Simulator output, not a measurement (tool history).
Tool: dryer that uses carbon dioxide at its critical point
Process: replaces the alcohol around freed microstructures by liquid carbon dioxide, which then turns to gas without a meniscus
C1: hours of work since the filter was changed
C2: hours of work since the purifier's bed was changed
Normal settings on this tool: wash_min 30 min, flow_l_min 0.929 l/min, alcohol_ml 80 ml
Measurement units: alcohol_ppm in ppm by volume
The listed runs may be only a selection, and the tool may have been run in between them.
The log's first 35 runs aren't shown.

Run 36, hour 1009.8: usual settings but wash_min 24 min; C1 156; C2 617. Result: alcohol_ppm 495 ppm by volume.
Run 37, hour 1052.0: usual settings but wash_min 29 min, flow_l_min 1.339 l/min, alcohol_ml 21 ml; C1 184; C2 644. Result: alcohol_ppm 211 ppm by volume.
Run 38, hour 1076.9: usual settings but wash_min 29 min, flow_l_min 1.339 l/min, alcohol_ml 21 ml; C1 200; C2 661. Result: alcohol_ppm 219 ppm by volume.
Run 39, hour 1113.1: usual settings but wash_min 38 min, alcohol_ml 68 ml; C1 224; C2 685. Result: alcohol_ppm 257 ppm by volume.
Run 40, hour 1155.5: usual settings but wash_min 38 min, alcohol_ml 68 ml; C1 252; C2 712. Result: alcohol_ppm 254 ppm by volume.
Run 41, hour 1192.0: usual settings but wash_min 38 min, flow_l_min 0.710 l/min, alcohol_ml 22 ml; C1 276; C2 736. Result: alcohol_ppm 282 ppm by volume.
Run 42, hour 1220.9: usual settings but wash_min 25 min, flow_l_min 1.198 l/min; C1 295; C2 755. Result: alcohol_ppm 352 ppm by volume.
Run 43, hour 1251.3: usual settings but wash_min 20 min; C1 315; C2 775. Result: alcohol_ppm 1048 ppm by volume.
Run 44, hour 1278.3: usual settings but wash_min 20 min; C1 333; C2 793. Result: alcohol_ppm 1032 ppm by volume.
At hour 1295.5: purifier's bed changed.
Run 45, hour 1310.4: usual settings but wash_min 20 min, flow_l_min 0.886 l/min; C1 352; C2 10. Result: alcohol_ppm 976 ppm by volume.
Run 46, hour 1334.3: usual settings but wash_min 20 min, flow_l_min 0.886 l/min; C1 368; C2 26. Result: alcohol_ppm 983 ppm by volume.
Run 47, hour 1358.5: usual settings but wash_min 23 min, flow_l_min 1.114 l/min, alcohol_ml 94 ml; C1 384; C2 41. Result: alcohol_ppm 326 ppm by volume.

Predict each of these 3 candidate next runs independently; none follows another, all start after run 47:
Run A, hour 1378.7: usual settings but wash_min 35 min, flow_l_min 0.752 l/min, alcohol_ml 115 ml; C1 397; C2 55. Result: alcohol_ppm ?.
Run B, hour 1378.7: usual settings but wash_min 26 min, flow_l_min 0.680 l/min, alcohol_ml 51 ml; C1 397; C2 55. Result: alcohol_ppm ?.
Run C, hour 1378.7: usual settings but wash_min 26 min, flow_l_min 0.872 l/min, alcohol_ml 34 ml; C1 397; C2 55. Result: alcohol_ppm ?.

run  alcohol_ppm
  A          362
  B          670
  C          210
Without the tool's unlogged condition, the same runs would have read:
run  alcohol_ppm
  A          146
  B          362
  C           93
